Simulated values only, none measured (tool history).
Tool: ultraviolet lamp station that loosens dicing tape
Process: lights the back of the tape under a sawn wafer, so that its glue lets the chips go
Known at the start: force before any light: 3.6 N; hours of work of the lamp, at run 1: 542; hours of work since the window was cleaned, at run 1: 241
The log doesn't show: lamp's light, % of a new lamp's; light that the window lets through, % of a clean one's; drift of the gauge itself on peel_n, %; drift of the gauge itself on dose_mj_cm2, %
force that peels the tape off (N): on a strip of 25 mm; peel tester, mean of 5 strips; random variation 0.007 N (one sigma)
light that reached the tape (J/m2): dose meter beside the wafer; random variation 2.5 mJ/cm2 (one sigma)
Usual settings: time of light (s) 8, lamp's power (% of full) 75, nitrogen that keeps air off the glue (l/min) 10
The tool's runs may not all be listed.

run    hour  time of light (s)  lamp's power (% of full)  nitrogen that keeps air off the glue (l/min)  hours of work of the lamp  hours of work since the window was cleaned  force that peels the tape off (N)  light that reached the tape (J/m2)
  1       0                  8                        75                                            10                        542                                         241                               0.24                                2940
  2    74.2                  8                        75                                            10                        582                                         281                              0.237                                2950
      111.7  -- window cleaned of glue's vapour
  3   114.1                  8                        75                                            10                        603                                           1                              0.238                                2970
  4   179.1                  8                        75                                            10                        637                                          36                              0.246                                2940
  5   258.4                  8                        92                                            10                        679                                          78                              0.154                                3600
  6   327.2                  8                        92                                            10                        716                                         115                              0.161                                3580
  7     383                  8                        92                                            10                        746                                         144                               0.15                                3590
  8     440                  8                        92                                            10                        776                                         174                              0.163                                3640
  9   499.3                  8                        75                                            10                        807                                         206                              0.246                                2920
 10   542.4                  8                        62                                            10                        830                                         229                              0.364                                2450
 11   608.5                 10                        62                                            10                        866                                         264                              0.237                                3090
 12   662.3                  6                        62                                            10                        894                                         293                              0.602                                1830
      676.3  -- window cleaned of glue's vapour
 13   715.4                  7                        75                                            10                        922                                          21                              0.329                                2560
 14   784.8                  7                        75                                            10                        959                                          58                              0.316                                2580
 15     865                  7                        75                                            10                       1002                                         100                              0.319                                2560
 16   907.1                  8                        75                                            10                       1024                                         123                              0.241                                2970
      927.2  -- lamp changed
 17   946.9                  8                        75                                            10                         10                                         143                              0.233                                2960
 18   989.3                  8                        75                                            10                         33                                         166                              0.235                                2950
 19  1066.8                  8                        75                                            10                         74                                         207                              0.241                                2950
 20  1103.3                  8                        75                                            10                         94                                         226                              0.229                                2960
 21  1168.3                  8                        75                                             7                        128                                         261                              0.334                                2900
 22  1221.3                  8                        79                                            16                        156                                         289                              0.159                                3090
     1243.5  -- window cleaned of glue's vapour
 23  1299.4                 14                        85                                            11                        198                                          30                              0.083                                5810
 24  1359.1                 14                        85                                            11                        229                                          61                              0.087                                5860
 25  1401.2                 14                        69                                             4                        252                                          84                              0.196                                4720
 26  1445.4                  8                        64                                            10                        275                                         107                              0.323                                2540
 27  1522.5                  8                        75                                            13                        316                                         148                              0.203                                2960
 28  1557.9                  8                        75                                             6                        335                                         167                              0.359                                2930
 29  1611.4                  8                        75                                             7                        363                                         196                              0.321                                2990
 30  1657.2                  8                        67                                            16                        388                                         220                              0.221                                2590
 31  1736.7                  8                        75                                            18                        430                                         262                              0.149                                2970
     1811.3  -- window cleaned of glue's vapour
 32  1811.9                  8                        75                                            18                        470                                           0                              0.163                                2940
 33    1847                 14                        79                                            10                        488                                          19                              0.079                                5400
 34  1921.1                 14                        83                                             4                        528                                          58                              0.132                                5700
 35    1970                 14                        83                                             4                        554                                          84                              0.139                                5690
 36  2029.7                 15                        87                                            11                        586                                         116                              0.082                                6420
 37  2110.8                  4                        63                                            16                        629                                         159                              0.836                                1200
 38  2161.8                  8                        80                                            16                        656                                         186                              0.154                                3150
 39  2236.6                  8                        64                                            19                        696                                         226                              0.198                                2510
 40  2280.9                  8                        64                                            19                        719                                         250                              0.225                                2510
 41  2363.9                  8                        64                                            19                        763                                         294                              0.187                                2510
     2375.1  -- window cleaned of glue's vapour
 42  2402.8                  6                        82                                             4                        784                                          15                              0.713                                2390

Hidden state at the last listed run before each entry between runs and at the first one after, where it differs:
Between runs 2 and 3: window cleaned of glue's vapour (hour 111.7)
  no hidden state differs between the two runs
Between runs 12 and 13: window cleaned of glue's vapour (hour 676.3)
  lamp's light, % of a new lamp's: 99.8 -> 99.7
Between runs 16 and 17: lamp changed (hour 927.2)
  lamp's light, % of a new lamp's: 99.7 -> 100
Between runs 22 and 23: window cleaned of glue's vapour (hour 1243.5)
  lamp's light, % of a new lamp's: 100 -> 99.9
Between runs 31 and 32: window cleaned of glue's vapour (hour 1811.3)
  no hidden state differs between the two runs
Between runs 41 and 42: window cleaned of glue's vapour (hour 2375.1)
  no hidden state differs between the two runs
